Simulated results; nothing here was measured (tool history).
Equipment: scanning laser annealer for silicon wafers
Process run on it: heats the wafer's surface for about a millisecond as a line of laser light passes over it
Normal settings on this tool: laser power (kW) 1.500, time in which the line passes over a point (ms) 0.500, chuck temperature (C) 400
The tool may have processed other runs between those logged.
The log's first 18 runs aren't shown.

| run | hour | laser power (kW) | time in which the line passes over a point (ms) | chuck temperature (C) | highest temperature of the surface (C) |
|---|---|---|---|---|---|
| 19 | 398.1 | 1.500 | 0.500 | 393 | 1092 |
| 20 | 421.9 | 1.500 | 0.500 | 378 | 1078 |
| 21 | 445.6 | 1.371 | 0.411 | 414 | 965 |
| 22 | 469.5 | 1.643 | 0.443 | 364 | 1095 |
| 23 | 485.4 | 1.643 | 0.443 | 364 | 1092 |
| 24 | 516.6 | 1.643 | 0.458 | 364 | 1104 |
| 25 | 530.4 | 1.500 | 0.541 | 365 | 1094 |
| 26 | 554.9 | 1.636 | 0.500 | 377 | 1152 |
| 27 | 572.0 | 1.636 | 0.500 | 377 | 1153 |
| 28 | 598.8 | 1.500 | 0.505 | 400 | 1099 |
| 29 | 615.8 | 1.500 | 0.433 | 421 | 1054 |
| 30 | 646.2 | 1.500 | 0.433 | 421 | 1057 |
| 31 | 670.6 | 1.500 | 0.433 | 421 | 1057 |
| 32 | 699.8 | 1.286 | 0.421 | 389 | 900 |
| 33 | 719.6 | 1.458 | 0.606 | 389 | 1134 |
|  | 729.4 | window over the wafer cleaned |
| 34 | 751.4 | 1.642 | 0.558 | 428 | 1279 |
| 35 | 770.5 | 1.642 | 0.558 | 428 | 1281 |
| 36 | 787.7 | 1.642 | 0.433 | 367 | 1100 |
| 37 | 801.0 | 1.642 | 0.435 | 396 | 1131 |
| 38 | 829.1 | 1.387 | 0.390 | 384 | 938 |
|  | 838.0 | optics aligned, line set to its width |
| 39 | 858.8 | 1.387 | 0.390 | 384 | 949 |
| 40 | 874.3 | 1.483 | 0.390 | 367 | 978 |

3 options for the next run, each taken on its own from the tool as it stands now. Forecast them:
| A | 903.8 | 1.489 | 0.366 | 363 | ? |
| B | 903.8 | 1.500 | 0.379 | 400 | ? |
| C | 903.8 | 1.483 | 0.377 | 360 | ? |

| run | highest temperature of the surface (C) |
|---|---|
| A | 953 |
| B | 1010 |
| C | 962 |
Without the tool's unlogged condition, the same runs would have read:
| run | highest temperature of the surface (C) |
|---|---|
| A | 958 |
| B | 1015 |
| C | 967 |
